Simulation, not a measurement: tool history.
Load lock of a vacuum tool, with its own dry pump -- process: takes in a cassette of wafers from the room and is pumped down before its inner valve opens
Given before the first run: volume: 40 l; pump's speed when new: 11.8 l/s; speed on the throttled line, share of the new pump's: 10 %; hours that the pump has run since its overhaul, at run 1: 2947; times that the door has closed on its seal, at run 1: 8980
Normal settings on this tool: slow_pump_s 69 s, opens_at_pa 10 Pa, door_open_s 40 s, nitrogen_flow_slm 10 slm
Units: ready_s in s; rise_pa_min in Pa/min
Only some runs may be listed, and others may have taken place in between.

run    hour  slow_pump_s  opens_at_pa  door_open_s  nitrogen_flow_slm  hours that the pump has run since its overhaul  times that the door has closed on its seal  incoming humidity of the room's air, %  ready_s  rise_pa_min
  1       0           69           10           40                 10                                            2947                                        8980                                    42.5       94        0.037
  2   297.5          122           10           40                 10                                            3244                                        9479                                    46.6    141.4        0.045
  3   607.8           69           10           40                  8                                            3555                                        9998                                    44.8     93.7        0.043
  4  1020.6           69           10           40                 38                                            3967                                       10690                                    43.4     93.5        0.029
  5  1483.9           69           10           40                 34                                            4431                                       11466                                    45.9     93.6        0.033
  6  1783.2           69           10           40                 34                                            4730                                       11968                                    44.4     93.6         0.03
  7  2385.8           47           13           84                 34                                            5333                                       12977                                    46.3     72.2        0.032
  8  2706.7           69           19           29                 10                                            5654                                       13515                                    44.8     91.9        0.035
  9  3280.8           69           10           40                 10                                            6228                                       14477                                    46.3     93.6        0.041

Run 10 comes next. What will it give?
 10  3748.7           69           10           56                 10                                            6696                                       15261                                    46.1        ?            ?

ready_s: 94.7 s
rise_pa_min: 0.054 Pa/min
Minus the tool's unlogged condition, the same run would have read ready_s 94.6 s, rise_pa_min 0.054 Pa/min.
